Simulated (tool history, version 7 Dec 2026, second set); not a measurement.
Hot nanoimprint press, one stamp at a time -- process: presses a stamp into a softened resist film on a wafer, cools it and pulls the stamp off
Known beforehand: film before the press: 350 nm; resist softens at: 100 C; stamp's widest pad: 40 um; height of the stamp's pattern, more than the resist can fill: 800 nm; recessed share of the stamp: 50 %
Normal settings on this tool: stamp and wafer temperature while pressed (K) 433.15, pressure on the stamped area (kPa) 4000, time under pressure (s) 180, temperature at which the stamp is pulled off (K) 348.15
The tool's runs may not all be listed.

run,hour,stamp and wafer temperature while pressed (K),pressure on the stamped area (kPa),time under pressure (s),temperature at which the stamp is pulled off (K),resist left under the stamp's widest pad (Å),greatest force while the stamp is pulled off (N)
1,0.0,433.15,4000,180,348.15,1464,215
2,11.9,433.15,4000,180,348.15,1473,221
3,23.7,433.15,2560,180,348.15,1754,225
4,37.2,433.15,4000,180,348.15,1470,222
5,51.0,433.15,4000,180,348.15,1464,224
6,71.7,433.15,4000,180,348.15,1476,226
7,82.5,433.15,4000,187,348.15,1458,238
# hour 106.3: stamp cleaned and given a new release coat
8,112.7,433.15,4000,180,348.15,1479,160
9,124.0,433.15,4000,180,348.15,1471,154
10,136.3,433.15,4000,180,348.15,1486,164
11,162.1,431.15,4000,180,348.15,1645,168
12,180.8,431.15,4000,180,348.15,1631,162
13,191.7,431.15,4000,180,348.15,1641,165
14,212.7,431.15,4000,180,348.15,1644,171
15,228.3,433.15,4950,180,348.15,1369,168
16,248.3,440.15,3930,173,345.15,1125,185
17,268.3,424.15,6240,173,345.15,1954,179
18,282.1,433.15,3450,180,348.15,1601,167
19,298.0,434.15,4950,347,346.15,992,173
20,314.6,434.15,4950,347,346.15,990,184
21,338.9,434.15,4950,347,346.15,984,186
22,356.1,433.15,4120,180,344.15,1487,198
# hour 368.5: plate thermocouple calibrated
23,374.9,433.15,4660,352,348.15,1046,180
24,395.7,433.15,5670,180,344.15,1281,194
25,412.1,443.15,4000,326,338.15,705,211
26,437.0,433.15,4000,180,343.15,1502,197
27,462.9,422.15,2690,99,348.15,2921,194
28,476.3,422.15,2690,99,348.15,2924,184
29,502.1,422.15,2690,99,348.15,2925,190
30,523.1,433.15,2590,180,348.15,1766,195

What if the next run were any one of these 4? Each begins from the tool's condition after run 30:
A,540.0,428.15,2590,180,348.15,?,?
B,540.0,433.15,4000,108,348.15,?,?
C,540.0,433.15,4480,180,348.15,?,?
D,540.0,428.15,4000,180,353.15,?,?

run,resist left under the stamp's widest pad (Å),greatest force while the stamp is pulled off (N)
A,2176,190
B,1832,198
C,1439,193
D,1884,169
With the hidden condition removed and each run's random variation left untouched, the same runs would have given:
run,resist left under the stamp's widest pad (Å),greatest force while the stamp is pulled off (N)
A,2125,156
B,1773,163
C,1383,159
D,1822,139
